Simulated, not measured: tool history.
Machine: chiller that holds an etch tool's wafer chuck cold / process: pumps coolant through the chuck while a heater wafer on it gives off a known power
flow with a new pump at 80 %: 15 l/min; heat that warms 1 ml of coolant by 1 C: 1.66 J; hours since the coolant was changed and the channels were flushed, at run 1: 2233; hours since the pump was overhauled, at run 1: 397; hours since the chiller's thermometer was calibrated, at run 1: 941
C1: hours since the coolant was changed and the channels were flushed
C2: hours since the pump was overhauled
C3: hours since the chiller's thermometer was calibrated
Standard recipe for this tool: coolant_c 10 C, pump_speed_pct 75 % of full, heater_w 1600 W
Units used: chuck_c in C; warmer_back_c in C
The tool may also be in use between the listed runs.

Run 1, day 0.000: usual settings; C1 2233; C2 397; C3 941. Result: chuck_c 22.5 C, warmer_back_c 4.10 C.
Run 2, day 1.371: usual settings; C1 2266; C2 430; C3 974. Result: chuck_c 22.6 C, warmer_back_c 4.10 C.
Run 3, day 2.638: usual settings; C1 2296; C2 461; C3 1005. Result: chuck_c 22.5 C, warmer_back_c 4.13 C.
Run 4, day 4.012: usual settings but pump_speed_pct 71 % of full; C1 2329; C2 494; C3 1038. Result: chuck_c 23.1 C, warmer_back_c 4.35 C.
Run 5, day 4.946: usual settings but pump_speed_pct 71 % of full; C1 2351; C2 516; C3 1060. Result: chuck_c 23.1 C, warmer_back_c 4.31 C.
Run 6, day 6.229: usual settings but pump_speed_pct 71 % of full; C1 2382; C2 547; C3 1091. Result: chuck_c 22.9 C, warmer_back_c 4.34 C.
Run 7, day 7.808: usual settings but pump_speed_pct 71 % of full; C1 2420; C2 585; C3 1129. Result: chuck_c 23.2 C, warmer_back_c 4.35 C.
Run 8, day 9.388: usual settings but pump_speed_pct 71 % of full; C1 2458; C2 623; C3 1167. Result: chuck_c 22.9 C, warmer_back_c 4.32 C.
Run 9, day 10.658: usual settings but pump_speed_pct 71 % of full; C1 2488; C2 653; C3 1197. Result: chuck_c 23.2 C, warmer_back_c 4.33 C.
Run 10, day 11.867: usual settings but pump_speed_pct 71 % of full; C1 2517; C2 682; C3 1226. Result: chuck_c 23.0 C, warmer_back_c 4.35 C.
At day 12.042: chiller's thermometer calibrated.
Run 11, day 13.146: usual settings but coolant_c 17 C, pump_speed_pct 90 % of full, heater_w 1823 W; C1 2547; C2 712; C3 27. Result: chuck_c 29.5 C, warmer_back_c 3.94 C.
Run 12, day 15.054: usual settings but coolant_c 17 C, pump_speed_pct 93 % of full, heater_w 1823 W; C1 2593; C2 758; C3 72. Result: chuck_c 29.4 C, warmer_back_c 3.83 C.
At day 16.692: chiller's thermometer calibrated, once more.
Run 13, day 16.900: usual settings but coolant_c 16 C, pump_speed_pct 93 % of full, heater_w 1076 W; C1 2636; C2 801; C3 5. Result: chuck_c 23.4 C, warmer_back_c 2.27 C.
Run 14, day 18.904: usual settings but coolant_c 16 C, pump_speed_pct 93 % of full, heater_w 2294 W; C1 2684; C2 849; C3 53. Result: chuck_c 32.0 C, warmer_back_c 4.78 C.
Run 15, day 20.283: usual settings but coolant_c 16 C, pump_speed_pct 93 % of full, heater_w 2294 W; C1 2717; C2 882; C3 86. Result: chuck_c 31.9 C, warmer_back_c 4.77 C.
Run 16, day 21.154: usual settings but coolant_c 17 C; C1 2738; C2 903; C3 107. Result: chuck_c 29.9 C, warmer_back_c 4.12 C.
Run 17, day 22.267: usual settings but coolant_c 17 C; C1 2765; C2 930; C3 134. Result: chuck_c 29.9 C, warmer_back_c 4.15 C.

The same runs without the tool's hidden state, with the same run-to-run variation:
Hidden state present: heat passed by the chuck's channels, % of clean ones'; flow at a given pump speed, % of a new pump's; coolant's true temperature over the reading, C; drift of the gauge itself on chuck_c, C; drift of the gauge itself on warmer_back_c, C.
run  chuck_c  warmer_back_c
  1     21.8           4.08
  2     22.0           4.09
  3     21.8           4.11
  4     22.4           4.34
  5     22.4           4.30
  6     22.2           4.33
  7     22.4           4.33
  8     22.2           4.31
  9     22.4           4.31
 10     22.2           4.33
 11     28.8           3.92
 12     28.6           3.81
 13     22.9           2.26
 14     30.8           4.75
 15     30.7           4.74
 16     28.9           4.10
 17     28.9           4.12
